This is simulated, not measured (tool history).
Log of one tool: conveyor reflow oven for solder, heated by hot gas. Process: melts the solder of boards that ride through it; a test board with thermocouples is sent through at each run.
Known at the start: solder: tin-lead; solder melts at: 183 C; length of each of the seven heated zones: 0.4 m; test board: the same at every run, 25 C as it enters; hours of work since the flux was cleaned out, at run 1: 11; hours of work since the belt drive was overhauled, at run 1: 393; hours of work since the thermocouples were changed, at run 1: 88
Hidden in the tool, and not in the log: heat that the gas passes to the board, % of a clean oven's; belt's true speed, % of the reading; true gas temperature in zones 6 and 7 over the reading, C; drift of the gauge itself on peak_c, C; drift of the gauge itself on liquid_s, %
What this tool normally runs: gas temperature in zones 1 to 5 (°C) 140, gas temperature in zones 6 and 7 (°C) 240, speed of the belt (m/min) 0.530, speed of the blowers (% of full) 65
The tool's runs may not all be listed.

run	hour	gas temperature in zones 1 to 5 (°C)	gas temperature in zones 6 and 7 (°C)	speed of the belt (m/min)	speed of the blowers (% of full)	hours of work since the flux was cleaned out	hours of work since the belt drive was overhauled	hours of work since the thermocouples were changed	highest temperature of the board (°C)	time above the solder's melting point (s)
1	0.0	140	240	0.530	65	11	393	88	221.8	72.7
2	12.4	137	240	0.530	65	18	400	95	221.0	70.6
3	30.6	137	240	0.530	65	29	411	106	221.0	70.5
4	41.1	140	240	0.530	65	36	418	113	221.5	71.9
5	56.2	140	240	0.530	65	45	427	122	221.4	72.3
6	73.3	140	240	0.530	65	55	437	132	221.6	72.2
7	88.9	127	240	0.530	65	64	446	141	218.9	64.7
8	107.4	127	240	0.530	65	75	457	152	218.9	64.7
9	120.0	127	240	0.530	65	83	465	160	218.7	64.8
10	135.8	127	240	0.530	65	92	474	169	218.5	64.2
11	145.2	127	240	0.530	65	98	480	175	218.6	64.3
12	160.7	127	240	0.530	65	107	489	184	218.3	63.7
13	180.2	140	240	0.530	65	119	501	196	220.8	71.5
14	188.9	140	240	0.530	65	124	506	201	220.8	71.5
15	207.1	140	240	0.530	72	135	517	212	222.5	73.9
16	216.3	140	240	0.466	55	140	522	217	222.0	82.7
17	234.9	132	247	0.466	86	151	534	229	234.6	90.0
18	252.0	132	247	0.497	83	162	544	239	231.9	82.1
19	260.1	142	252	0.580	83	167	549	244	232.9	74.2
20	274.5	142	252	0.580	83	175	557	252	232.3	73.5

Run 21 is up next; what results do you expect?
# hour 291.0: flux residue cleaned out of gas plates and filters
21	291.3	128	234	0.513	77	0	564	259	?	?

highest temperature of the board (°C): 219.5
time above the solder's melting point (s): 69.5
Take away the tool's hidden state, keep the run-to-run variation as it was, and the same run would have given highest temperature of the board (°C) 219.0, time above the solder's melting point (s) 68.4.
